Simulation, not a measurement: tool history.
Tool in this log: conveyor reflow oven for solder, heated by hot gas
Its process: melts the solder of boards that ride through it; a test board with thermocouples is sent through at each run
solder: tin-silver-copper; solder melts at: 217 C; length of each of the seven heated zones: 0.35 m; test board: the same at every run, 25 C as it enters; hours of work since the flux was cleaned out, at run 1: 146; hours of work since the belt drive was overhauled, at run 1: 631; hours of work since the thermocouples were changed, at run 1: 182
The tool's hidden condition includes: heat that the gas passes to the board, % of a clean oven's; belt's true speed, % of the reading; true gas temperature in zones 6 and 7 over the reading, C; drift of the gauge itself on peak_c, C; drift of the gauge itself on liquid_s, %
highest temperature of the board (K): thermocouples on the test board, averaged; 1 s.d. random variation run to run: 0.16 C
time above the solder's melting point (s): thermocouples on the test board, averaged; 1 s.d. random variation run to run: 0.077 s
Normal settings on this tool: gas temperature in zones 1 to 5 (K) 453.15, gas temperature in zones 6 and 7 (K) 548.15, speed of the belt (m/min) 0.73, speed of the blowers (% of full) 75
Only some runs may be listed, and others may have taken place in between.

run   hour  gas temperature in zones 1 to 5 (K)  gas temperature in zones 6 and 7 (K)  speed of the belt (m/min)  speed of the blowers (% of full)  hours of work since the flux was cleaned out  hours of work since the belt drive was overhauled  hours of work since the thermocouples were changed  highest temperature of the board (K)  time above the solder's melting point (s)
  1      0                               453.15                                548.15                       0.73                                75                                           146                                                631                                                 182                                537.85                                       51.8
  2    9.1                               453.15                                548.15                       0.73                                75                                           151                                                635                                                 187                                537.85                                      51.74
  3     17                               453.15                                548.15                       0.73                                75                                           155                                                639                                                 191                                537.95                                       51.8
  4     24                               459.15                                548.15                       0.73                                75                                           158                                                643                                                 194                                538.65                                      53.69
  5   32.9                               459.15                                548.15                       0.73                                75                                           163                                                647                                                 199                                538.65                                       53.6
  6   38.7                               459.15                                548.15                       0.73                                75                                           165                                                650                                                 202                                538.55                                      53.56
      43.4  -- belt drive overhauled, speed set with a stopwatch
  7   51.5                               459.15                                548.15                       0.73                                75                                           170                                                  4                                                 206                                538.55                                      53.79
  8   62.2                               453.15                                548.15                       0.73                                75                                           175                                                  9                                                 211                                538.15                                       51.7
  9   69.4                               466.15                                548.15                       0.73                                75                                           179                                                 13                                                 215                                539.35                                      56.16
 10     78                               453.15                                548.15                       0.73                                75                                           183                                                 17                                                 219                                537.85                                      51.89
        86  -- belt drive overhauled, speed set with a stopwatch, once more
 11   86.5                               453.15                                548.15                      0.701                                75                                           185                                                  0                                                 221                                538.05                                      53.19
 12   97.3                               453.15                                546.15                      0.582                                75                                           191                                                  6                                                 227                                540.45                                      65.63
 13    104                               457.15                                548.15                       0.59                                75                                           194                                                  9                                                 230                                542.45                                      66.42
 14  110.9                               457.15                                548.15                       0.59                                75                                           197                                                 12                                                 233                                542.35                                      66.44
 15  117.9                               457.15                                548.15                       0.59                                75                                           201                                                 16                                                 237                                542.35                                      66.51
 16  127.7                               457.15                                548.15                       0.59                                75                                           206                                                 21                                                 242                                542.35                                      66.67
 17  135.9                               448.15                                548.15                      0.743                                75                                           210                                                 25                                                 246                                536.25                                      47.99
 18  143.6                               452.15                                551.15                      0.757                                68                                           213                                                 29                                                 250                                537.65                                      48.52
 19  151.8                               452.15                                551.15                      0.757                                68                                           218                                                 33                                                 254                                537.55                                      48.61
 20    157                               442.15                                559.15                       0.73                                88                                           220                                                 35                                                 256                                547.85                                      51.73
 21  166.2                               453.15                                548.15                      0.701                                56                                           225                                                 40                                                 261                                534.65                                      51.77

3 options for the next run, each taken on its own from the tool as it stands now. Forecast them:
  A  171.2                               464.15                                548.15                       0.73                                75                                           227                                                 42                                                 263                                     ?                                          ?
  B  171.2                               453.15                                548.15                      0.822                                62                                           227                                                 42                                                 263                                     ?                                          ?
  C  171.2                               458.15                                558.15                      0.701                                54                                           227                                                 42                                                 263                                     ?                                          ?

run  highest temperature of the board (K)  time above the solder's melting point (s)
  A                                538.45                                      54.31
  B                                531.25                                      42.07
  C                                544.55                                      56.61
Without the tool's unlogged condition, the same runs would have read:
run  highest temperature of the board (K)  time above the solder's melting point (s)
  A                                539.05                                      54.53
  B                                532.15                                      42.67
  C                                545.05                                      56.78

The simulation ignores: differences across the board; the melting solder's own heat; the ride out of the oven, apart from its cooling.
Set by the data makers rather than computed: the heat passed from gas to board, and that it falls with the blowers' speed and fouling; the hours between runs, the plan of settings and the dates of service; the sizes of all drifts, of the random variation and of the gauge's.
